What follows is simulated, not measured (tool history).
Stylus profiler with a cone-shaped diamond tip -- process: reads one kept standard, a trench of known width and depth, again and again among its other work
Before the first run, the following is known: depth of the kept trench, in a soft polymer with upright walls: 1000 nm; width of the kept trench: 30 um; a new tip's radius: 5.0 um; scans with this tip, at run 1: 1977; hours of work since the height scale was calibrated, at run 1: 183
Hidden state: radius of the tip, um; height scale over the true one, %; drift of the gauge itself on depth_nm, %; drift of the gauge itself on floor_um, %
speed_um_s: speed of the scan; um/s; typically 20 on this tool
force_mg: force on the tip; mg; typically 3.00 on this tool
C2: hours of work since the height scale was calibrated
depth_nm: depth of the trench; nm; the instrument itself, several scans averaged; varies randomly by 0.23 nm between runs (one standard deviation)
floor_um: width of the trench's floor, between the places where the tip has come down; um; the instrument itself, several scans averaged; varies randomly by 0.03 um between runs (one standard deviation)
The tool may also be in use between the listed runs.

Run 1, day 0.000: usual settings; scans with this tip 1977; C2 183. Result: depth_nm 1009.66 nm, floor_um 23.92 um.
Run 2, day 2.850: usual settings; scans with this tip 2475; C2 229. Result: depth_nm 1009.39 nm, floor_um 23.88 um.
Run 3, day 6.100: usual settings; scans with this tip 3042; C2 281. Result: depth_nm 1009.75 nm, floor_um 23.80 um.
Run 4, day 10.858: usual settings; scans with this tip 3872; C2 358. Result: depth_nm 1010.14 nm, floor_um 23.80 um.
Run 5, day 14.054: usual settings; scans with this tip 4430; C2 410. Result: depth_nm 1009.89 nm, floor_um 23.69 um.
Run 6, day 19.504: usual settings; scans with this tip 5381; C2 497. Result: depth_nm 1010.11 nm, floor_um 23.68 um.
Run 7, day 24.988: usual settings but force_mg 4.91 mg; scans with this tip 6337; C2 586. Result: depth_nm 1013.87 nm, floor_um 23.64 um.
Run 8, day 28.829: usual settings; scans with this tip 7007; C2 648. Result: depth_nm 1010.76 nm, floor_um 23.54 um.
Run 9, day 32.367: usual settings; scans with this tip 7625; C2 705. Result: depth_nm 1010.60 nm, floor_um 23.52 um.
Run 10, day 37.854: usual settings; scans with this tip 8582; C2 793. Result: depth_nm 1011.11 nm, floor_um 23.47 um.
Run 11, day 42.188: usual settings but force_mg 3.02 mg; scans with this tip 9338; C2 863. Result: depth_nm 1011.44 nm, floor_um 23.41 um.
Run 12, day 45.192: usual settings but force_mg 3.02 mg; scans with this tip 9862; C2 912. Result: depth_nm 1011.05 nm, floor_um 23.36 um.
Run 13, day 49.550: usual settings but speed_um_s 39 um/s, force_mg 1.20 mg; scans with this tip 10623; C2 982. Result: depth_nm 1007.02 nm, floor_um 23.19 um.
Run 14, day 52.846: usual settings but speed_um_s 39 um/s, force_mg 1.20 mg; scans with this tip 11198; C2 1035. Result: depth_nm 1007.82 nm, floor_um 23.14 um.
At day 55.029: height scale calibrated on a step standard.
Run 15, day 55.262: usual settings but speed_um_s 6 um/s, force_mg 1.02 mg; scans with this tip 11616; C2 4. Result: depth_nm 1004.85 nm, floor_um 23.34 um.
Run 16, day 57.979: usual settings but speed_um_s 13 um/s, force_mg 2.77 mg; scans with this tip 12089; C2 48. Result: depth_nm 1009.00 nm, floor_um 23.21 um.
Run 17, day 62.842: usual settings but speed_um_s 13 um/s, force_mg 2.77 mg; scans with this tip 12938; C2 126. Result: depth_nm 1009.83 nm, floor_um 23.16 um.
Run 18, day 66.408: usual settings but speed_um_s 14 um/s, force_mg 6.44 mg; scans with this tip 13560; C2 184. Result: depth_nm 1016.17 nm, floor_um 23.15 um.
Run 19, day 71.533: usual settings but speed_um_s 14 um/s, force_mg 6.44 mg; scans with this tip 14455; C2 266. Result: depth_nm 1016.46 nm, floor_um 23.13 um.
Run 20, day 76.967: usual settings but speed_um_s 6 um/s; scans with this tip 15402; C2 354. Result: depth_nm 1010.06 nm, floor_um 23.05 um.
Run 21, day 80.767: usual settings but speed_um_s 6 um/s; scans with this tip 16065; C2 415. Result: depth_nm 1010.17 nm, floor_um 22.99 um.

Consider 4 possible next runs. They are alternatives, not a sequence: every one starts from the tool as it was left by run 21. What does each give?
Run A, day 84.504: usual settings but speed_um_s 66 um/s, force_mg 7.72 mg; scans with this tip 16718; C2 475. Result: depth_nm ?, floor_um ?.
Run B, day 84.504: usual settings but speed_um_s 36 um/s, force_mg 1.48 mg; scans with this tip 16718; C2 475. Result: depth_nm ?, floor_um ?.
Run C, day 84.504: usual settings but speed_um_s 8 um/s, force_mg 1.59 mg; scans with this tip 16718; C2 475. Result: depth_nm ?, floor_um ?.
Run D, day 84.504: usual settings but speed_um_s 13 um/s; scans with this tip 16718; C2 475. Result: depth_nm ?, floor_um ?.

run  depth_nm  floor_um
  A   1018.55     22.90
  B   1006.86     22.86
  C   1007.36     22.97
  D   1010.62     23.00
Without the tool's hidden state the same runs would have given:
run  depth_nm  floor_um
  A   1017.08     23.88
  B   1005.41     23.84
  C   1005.91     23.95
  D   1009.17     23.98

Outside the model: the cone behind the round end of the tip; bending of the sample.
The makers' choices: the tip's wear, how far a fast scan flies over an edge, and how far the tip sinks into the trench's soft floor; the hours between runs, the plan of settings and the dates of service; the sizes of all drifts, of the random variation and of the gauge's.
